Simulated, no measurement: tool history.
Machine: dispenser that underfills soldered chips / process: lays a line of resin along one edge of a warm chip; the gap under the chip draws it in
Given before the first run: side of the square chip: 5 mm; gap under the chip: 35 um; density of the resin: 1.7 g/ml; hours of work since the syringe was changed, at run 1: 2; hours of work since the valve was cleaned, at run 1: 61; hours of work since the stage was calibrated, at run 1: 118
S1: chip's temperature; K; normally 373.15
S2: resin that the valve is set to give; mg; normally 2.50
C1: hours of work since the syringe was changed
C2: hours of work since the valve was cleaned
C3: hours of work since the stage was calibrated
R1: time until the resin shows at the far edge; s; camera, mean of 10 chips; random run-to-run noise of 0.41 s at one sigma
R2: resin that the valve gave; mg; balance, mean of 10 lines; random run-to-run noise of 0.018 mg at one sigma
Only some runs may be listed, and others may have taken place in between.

Run 1, hour 0.0: usual settings; C1 2; C2 61; C3 118. Result: R1 28.9 s, R2 2.42 mg.
Run 2, hour 3.2: usual settings; C1 4; C2 64; C3 121. Result: R1 32.7 s, R2 2.38 mg.
At hour 4.6: new syringe of resin.
Run 3, hour 7.4: usual settings; C1 2; C2 67; C3 124. Result: R1 30.0 s, R2 2.41 mg.
At hour 11.8: new syringe of resin.
Run 4, hour 12.0: usual settings; C1 0; C2 71; C3 127. Result: R1 28.1 s, R2 2.39 mg.
Run 5, hour 16.9: usual settings; C1 4; C2 74; C3 131. Result: R1 33.0 s, R2 2.39 mg.
At hour 18.6: new syringe of resin.
Run 6, hour 19.9: usual settings but S1 372.15 K; C1 1; C2 77; C3 133. Result: R1 29.8 s, R2 2.41 mg.
Run 7, hour 23.2: usual settings but S1 372.15 K; C1 4; C2 79; C3 136. Result: R1 33.5 s, R2 2.40 mg.
At hour 25.8: new syringe of resin.
Run 8, hour 26.7: usual settings but S1 386.15 K; C1 1; C2 82; C3 138. Result: R1 17.1 s, R2 2.37 mg.
Run 9, hour 30.8: usual settings but S2 2.52 mg; C1 4; C2 85; C3 142. Result: R1 32.3 s, R2 2.44 mg.
At hour 32.8: new syringe of resin.
Run 10, hour 34.8: usual settings but S2 2.52 mg; C1 2; C2 88; C3 144. Result: R1 28.8 s, R2 2.40 mg.
At hour 39.9: new syringe of resin.
Run 11, hour 40.3: usual settings but S2 2.52 mg; C1 0; C2 92; C3 149. Result: R1 27.7 s, R2 2.39 mg.
Run 12, hour 42.8: usual settings but S2 2.36 mg; C1 2; C2 94; C3 151. Result: R1 31.8 s, R2 2.25 mg.
At hour 46.9: new syringe of resin.
Run 13, hour 47.4: usual settings but S2 2.36 mg; C1 0; C2 98; C3 154. Result: R1 29.4 s, R2 2.27 mg.
Run 14, hour 49.9: usual settings but S2 2.36 mg; C1 2; C2 100; C3 156. Result: R1 30.7 s, R2 2.27 mg.
At hour 53.7: new syringe of resin.
Run 15, hour 53.7: usual settings but S2 2.36 mg; C1 0; C2 102; C3 159. Result: R1 27.6 s, R2 2.24 mg.
Run 16, hour 56.2: usual settings but S1 381.15 K; C1 2; C2 104; C3 161. Result: R1 22.0 s, R2 2.39 mg.
At hour 60.7: new syringe of resin.
Run 17, hour 60.9: usual settings but S1 365.15 K, S2 2.55 mg; C1 0; C2 108; C3 164. Result: R1 38.6 s, R2 2.43 mg.
Run 18, hour 63.9: usual settings but S1 365.15 K, S2 2.55 mg; C1 3; C2 110; C3 167. Result: R1 41.8 s, R2 2.42 mg.
At hour 67.7: new syringe of resin.
Run 19, hour 67.8: usual settings but S1 386.15 K, S2 2.14 mg; C1 0; C2 113; C3 170. Result: R1 17.8 s, R2 2.00 mg.
Run 20, hour 72.4: usual settings but S1 358.15 K, S2 2.25 mg; C1 4; C2 117; C3 173. Result: R1 61.3 s, R2 2.12 mg.
At hour 74.7: new syringe of resin.
Run 21, hour 77.1: usual settings but S1 365.15 K, S2 2.34 mg; C1 2; C2 120; C3 177. Result: R1 41.8 s, R2 2.20 mg.
At hour 81.5: dispensing valve cleaned and set on the balance.
At hour 82.6: new syringe of resin.
Run 22, hour 83.4: usual settings but S1 368.15 K, S2 2.29 mg; C1 1; C2 1; C3 181. Result: R1 33.8 s, R2 2.29 mg.
Run 23, hour 86.5: usual settings but S1 368.15 K, S2 2.29 mg; C1 3; C2 4; C3 183. Result: R1 37.8 s, R2 2.28 mg.
At hour 89.7: new syringe of resin.
Run 24, hour 90.0: usual settings but S1 378.15 K, S2 3.07 mg; C1 0; C2 6; C3 186. Result: R1 21.7 s, R2 3.02 mg.
Run 25, hour 94.1: usual settings but S1 387.15 K; C1 4; C2 10; C3 189. Result: R1 18.6 s, R2 2.45 mg.
At hour 97.0: new syringe of resin.
Run 26, hour 97.8: usual settings but S1 387.15 K; C1 1; C2 12; C3 192. Result: R1 16.1 s, R2 2.50 mg.
Run 27, hour 102.4: usual settings but S1 372.15 K, S2 2.33 mg; C1 4; C2 16; C3 195. Result: R1 33.7 s, R2 2.31 mg.

Consider 4 possible next runs. They are alternatives, not a sequence: every one starts from the tool as it was left by run 27. What does each give?
At hour 104.1: new syringe of resin.
Run A, hour 106.4: usual settings but S1 364.15 K, S2 3.17 mg; C1 2; C2 19; C3 198. Result: R1 ?, R2 ?.
At hour 104.1: new syringe of resin.
Run B, hour 106.4: usual settings but S2 2.42 mg; C1 2; C2 19; C3 198. Result: R1 ?, R2 ?.
At hour 104.1: new syringe of resin.
Run C, hour 106.4: usual settings but S1 378.15 K, S2 2.54 mg; C1 2; C2 19; C3 198. Result: R1 ?, R2 ?.
At hour 104.1: new syringe of resin.
Run D, hour 106.4: usual settings but S1 367.15 K, S2 2.33 mg; C1 2; C2 19; C3 198. Result: R1 ?, R2 ?.

run    R1    R2
  A  41.4  3.14
  B  28.8  2.42
  C  23.7  2.54
  D  37.7  2.32
Had the tool no hidden state, the same runs would have come out as:
run    R1    R2
  A  40.7  3.16
  B  28.2  2.43
  C  23.3  2.56
  D  37.1  2.33
